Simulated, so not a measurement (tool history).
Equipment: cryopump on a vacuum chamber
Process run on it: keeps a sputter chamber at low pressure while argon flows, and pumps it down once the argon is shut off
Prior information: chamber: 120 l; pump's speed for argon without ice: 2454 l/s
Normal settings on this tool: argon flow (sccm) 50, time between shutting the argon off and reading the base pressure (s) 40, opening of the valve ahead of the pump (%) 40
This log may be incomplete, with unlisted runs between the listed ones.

run   hour  argon flow (sccm)  time between shutting the argon off and reading the base pressure (s)  opening of the valve ahead of the pump (%)  pressure while argon flows (Pa)  pressure after the wait (uPa)
  1      0                 50                                                                     40                                          40                           0.0915                           2.42
  2   12.5                 50                                                                     40                                          40                           0.0899                           2.46
  3   22.6                 50                                                                     40                                          40                           0.0917                           2.55
  4   32.3                 50                                                                     40                                          33                             0.11                           2.42
  5   46.2                 50                                                                     40                                          33                           0.1092                           2.49
  6   54.9                 21                                                                     40                                          40                           0.0385                           2.56
      62.6  -- pump warmed up, emptied and cooled again
  7   75.4                 50                                                                     40                                          40                           0.0867                           2.35
  8   87.2                 50                                                                     40                                          40                           0.0867                           2.36
  9   99.3                 50                                                                     40                                          40                           0.0877                           2.38
 10  108.4                 50                                                                     40                                          40                           0.0871                           2.39
 11    120                 50                                                                     40                                          40                           0.0874                           2.37
 12  131.7                 50                                                                     40                                          40                           0.0876                           2.26
 13  145.5                 50                                                                     40                                          40                           0.0873                           2.34
 14  153.9                 50                                                                     40                                          40                           0.0879                           2.39
 15    165                 50                                                                     40                                          40                            0.088                            2.4
 16  178.9                 50                                                                     40                                          40                           0.0899                            2.4
     187.7  -- leaking fittings of the chamber tightened, without venting
 17  193.5                 50                                                                     40                                          40                           0.0877                           1.34
 18    205                 42                                                                     87                                          15                           0.1944                            0.7
 19  219.9                 54                                                                     45                                          32                           0.1179                            1.2
 20  227.3                 54                                                                     45                                          32                           0.1185                           1.24
 21  236.9                 50                                                                    106                                          24                           0.1458                           0.61
 22  247.4                 50                                                                    106                                          24                           0.1455                            0.6
 23  258.9                 60                                                                    246                                          36                           0.1182                           0.37
 24  273.6                 40                                                                    246                                          21                           0.1328                           0.37
 25  280.8                 40                                                                    246                                          21                           0.1329                           0.35

What does the tool deliver on the next run?
 26  294.8                 40                                                                    246                                          21                                ?                              ?

pressure while argon flows (Pa): 0.1341
pressure after the wait (uPa): 0.37
The same run, on a tool lacking any hidden state, would have yielded pressure while argon flows (Pa) 0.1315, pressure after the wait (uPa) 0.32.
